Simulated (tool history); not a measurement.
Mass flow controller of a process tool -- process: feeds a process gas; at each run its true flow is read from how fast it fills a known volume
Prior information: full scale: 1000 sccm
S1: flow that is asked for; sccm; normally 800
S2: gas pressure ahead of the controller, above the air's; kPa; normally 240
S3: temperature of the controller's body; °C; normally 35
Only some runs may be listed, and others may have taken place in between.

{"run": 1, "day": 0.0, "S1": 800, "S2": 240, "S3": 35, "true flow (%)": 99.69}
{"run": 2, "day": 2.829, "S1": 800, "S2": 240, "S3": 35, "true flow (%)": 99.77}
{"run": 3, "day": 7.129, "S1": 660, "S2": 240, "S3": 35, "true flow (%)": 99.64}
{"run": 4, "day": 10.962, "S1": 660, "S2": 240, "S3": 35, "true flow (%)": 99.55}
{"run": 5, "day": 13.112, "S1": 800, "S2": 240, "S3": 35, "true flow (%)": 99.75}
{"run": 6, "day": 14.983, "S1": 800, "S2": 240, "S3": 35, "true flow (%)": 99.91}
{"run": 7, "day": 16.812, "S1": 800, "S2": 240, "S3": 35, "true flow (%)": 99.89}
{"run": 8, "day": 19.246, "S1": 800, "S2": 240, "S3": 34, "true flow (%)": 99.89}
{"run": 9, "day": 23.146, "S1": 800, "S2": 240, "S3": 34, "true flow (%)": 99.96}
{"run": 10, "day": 26.029, "S1": 800, "S2": 240, "S3": 34, "true flow (%)": 99.95}
{"run": 11, "day": 29.683, "S1": 800, "S2": 240, "S3": 34, "true flow (%)": 99.84}
{"run": 12, "day": 32.192, "S1": 800, "S2": 240, "S3": 35, "true flow (%)": 99.95}
{"run": 13, "day": 34.254, "S1": 800, "S2": 240, "S3": 35, "true flow (%)": 99.96}
{"run": 14, "day": 38.204, "S1": 800, "S2": 240, "S3": 35, "true flow (%)": 100}
{"run": 15, "day": 40.775, "S1": 800, "S2": 191, "S3": 35, "true flow (%)": 99.81}
{"run": 16, "day": 44.325, "S1": 800, "S2": 191, "S3": 35, "true flow (%)": 100.04}
{"run": 17, "day": 48.55, "S1": 800, "S2": 240, "S3": 33, "true flow (%)": 100.06}
{"run": 18, "day": 52.458, "S1": 342, "S2": 240, "S3": 33, "true flow (%)": 99.33}
{"day": 52.746, "done": "controller's zero set anew"}
{"run": 19, "day": 54.375, "S1": 800, "S2": 279, "S3": 35, "true flow (%)": 100.04}
{"run": 20, "day": 58.558, "S1": 800, "S2": 279, "S3": 35, "true flow (%)": 100.08}
{"run": 21, "day": 61.942, "S1": 800, "S2": 279, "S3": 35, "true flow (%)": 99.99}
{"run": 22, "day": 66.079, "S1": 800, "S2": 279, "S3": 35, "true flow (%)": 100.14}
{"run": 23, "day": 68.504, "S1": 800, "S2": 279, "S3": 35, "true flow (%)": 100.2}
{"run": 24, "day": 70.492, "S1": 800, "S2": 279, "S3": 39, "true flow (%)": 99.86}
{"day": 72.617, "done": "controller's zero set anew, once more"}
{"run": 25, "day": 72.617, "S1": 800, "S2": 279, "S3": 39, "true flow (%)": 100.44}
{"run": 26, "day": 75.754, "S1": 800, "S2": 240, "S3": 24, "true flow (%)": 101.38}
{"run": 27, "day": 79.917, "S1": 209, "S2": 186, "S3": 35, "true flow (%)": 100.14}
{"run": 28, "day": 83.704, "S1": 800, "S2": 189, "S3": 26, "true flow (%)": 101.11}
{"run": 29, "day": 87.542, "S1": 800, "S2": 189, "S3": 26, "true flow (%)": 101.2}
{"run": 30, "day": 91.417, "S1": 800, "S2": 189, "S3": 26, "true flow (%)": 101.08}
{"run": 31, "day": 93.933, "S1": 407, "S2": 240, "S3": 35, "true flow (%)": 100.51}
{"run": 32, "day": 97.829, "S1": 407, "S2": 218, "S3": 35, "true flow (%)": 100.5}
{"run": 33, "day": 102.117, "S1": 407, "S2": 218, "S3": 35, "true flow (%)": 100.44}
{"run": 34, "day": 105.483, "S1": 407, "S2": 218, "S3": 35, "true flow (%)": 100.59}
{"run": 35, "day": 107.371, "S1": 147, "S2": 148, "S3": 21, "true flow (%)": 100.43}
{"run": 36, "day": 110.779, "S1": 543, "S2": 240, "S3": 31, "true flow (%)": 100.98}
{"run": 37, "day": 114.004, "S1": 543, "S2": 240, "S3": 31, "true flow (%)": 100.95}
{"run": 38, "day": 116.408, "S1": 543, "S2": 240, "S3": 31, "true flow (%)": 100.99}
{"run": 39, "day": 118.692, "S1": 634, "S2": 181, "S3": 23, "true flow (%)": 101.43}
{"run": 40, "day": 122.621, "S1": 122, "S2": 240, "S3": 24, "true flow (%)": 99.94}
{"run": 41, "day": 125.704, "S1": 166, "S2": 240, "S3": 35, "true flow (%)": 99.87}
{"run": 42, "day": 127.871, "S1": 384, "S2": 275, "S3": 35, "true flow (%)": 100.67}

For run 43, what comes out?
{"run": 43, "day": 130.588, "S1": 384, "S2": 195, "S3": 34, "true flow (%)": "?"}

Run 43 yielded true flow (%) 100.46.
On a tool with no hidden condition, and with the same random variation, this run would have come out at true flow (%) 99.01.
